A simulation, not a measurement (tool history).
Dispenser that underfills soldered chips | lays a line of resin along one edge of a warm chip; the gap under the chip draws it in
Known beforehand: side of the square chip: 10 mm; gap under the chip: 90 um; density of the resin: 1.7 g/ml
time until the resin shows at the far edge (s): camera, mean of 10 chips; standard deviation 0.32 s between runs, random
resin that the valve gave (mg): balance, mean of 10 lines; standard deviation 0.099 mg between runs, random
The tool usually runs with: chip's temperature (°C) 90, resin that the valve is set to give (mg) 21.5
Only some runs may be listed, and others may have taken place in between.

run	day	chip's temperature (°C)	resin that the valve is set to give (mg)	time until the resin shows at the far edge (s)	resin that the valve gave (mg)
1	0.000	90	21.5	17.1	19.54
# day 0.146: dispensing valve cleaned and set on the balance
2	0.196	90	21.5	19.9	21.43
# day 0.283: new syringe of resin
3	0.367	98	21.5	10.2	21.50
4	0.646	90	21.5	17.7	21.38
# day 0.829: new syringe of resin
5	0.921	90	21.5	13.4	21.29
6	1.142	90	21.5	16.7	21.30
# day 1.358: new syringe of resin
7	1.438	90	21.5	13.6	20.98
8	1.750	90	21.5	19.0	21.19
# day 1.896: new syringe of resin
9	2.000	90	21.5	13.6	20.72
10	2.338	90	21.5	20.1	20.84
# day 2.421: new syringe of resin
11	2.638	90	21.5	15.1	20.97
12	2.829	90	21.5	19.0	20.93
# day 2.950: new syringe of resin
13	3.112	90	21.5	14.2	20.69
14	3.312	90	21.5	17.9	20.57
# day 3.492: new syringe of resin
15	3.546	90	21.5	13.1	20.54
16	3.696	90	21.5	15.9	20.44
# day 4.012: new syringe of resin
17	4.046	90	21.5	13.1	20.60
18	4.375	90	21.5	18.3	20.38
# day 4.538: new syringe of resin
19	4.633	90	21.5	13.8	20.34
20	4.867	90	21.5	17.1	20.30
# day 5.075: new syringe of resin
21	5.104	102	18.7	10.0	17.65
22	5.296	93	21.1	14.7	19.83
# day 5.596: new syringe of resin
23	5.596	100	21.8	9.1	20.42
24	5.762	89	26.2	15.0	24.34
25	6.008	89	26.2	18.0	24.44
# day 6.129: new syringe of resin
26	6.171	95	25.1	11.1	23.32
27	6.429	95	25.1	13.9	23.12
# day 6.675: new syringe of resin
28	6.700	80	25.0	16.4	22.71
29	7.029	80	25.0	23.3	22.83
# day 7.217: new syringe of resin
30	7.229	94	21.5	10.7	19.61
31	7.462	94	22.5	14.1	20.58
# day 7.604: dispensing valve cleaned and set on the balance
# day 7.804: new syringe of resin
32	7.812	101	22.2	8.4	22.08
33	8.050	82	24.6	19.3	24.20
34	8.258	83	23.6	23.9	23.27
# day 8.346: new syringe of resin
35	8.438	102	23.4	9.6	23.11

Results per run with the tool's hidden condition removed, run-to-run variation unchanged:
What the log doesn't record here: resin's viscosity, % of fresh resin's; dose that the valve gives, % of what is set; true chip temperature over the reading, C; drift of the gauge itself on fill_s, %; drift of the gauge itself on given_mg, %.
run	time until the resin shows at the far edge (s)	resin that the valve gave (mg)
1	12.0	21.50
2	12.3	21.47
3	9.2	21.58
4	11.9	21.53
5	12.2	21.52
6	11.8	21.59
7	12.3	21.34
8	12.3	21.63
9	12.2	21.22
10	12.6	21.44
11	11.9	21.64
12	12.2	21.66
13	11.8	21.49
14	12.0	21.43
15	12.4	21.44
16	12.9	21.38
17	12.3	21.66
18	12.0	21.51
19	12.5	21.55
20	11.9	21.57
21	9.4	18.81
22	11.3	21.19
23	9.1	21.91
24	12.7	26.17
25	11.4	26.36
26	10.5	25.21
27	9.9	25.09
28	16.1	24.74
29	15.9	24.98
30	10.6	21.50
31	11.0	22.66
32	8.6	22.16
33	15.3	24.35
34	15.3	23.49
35	8.9	23.37
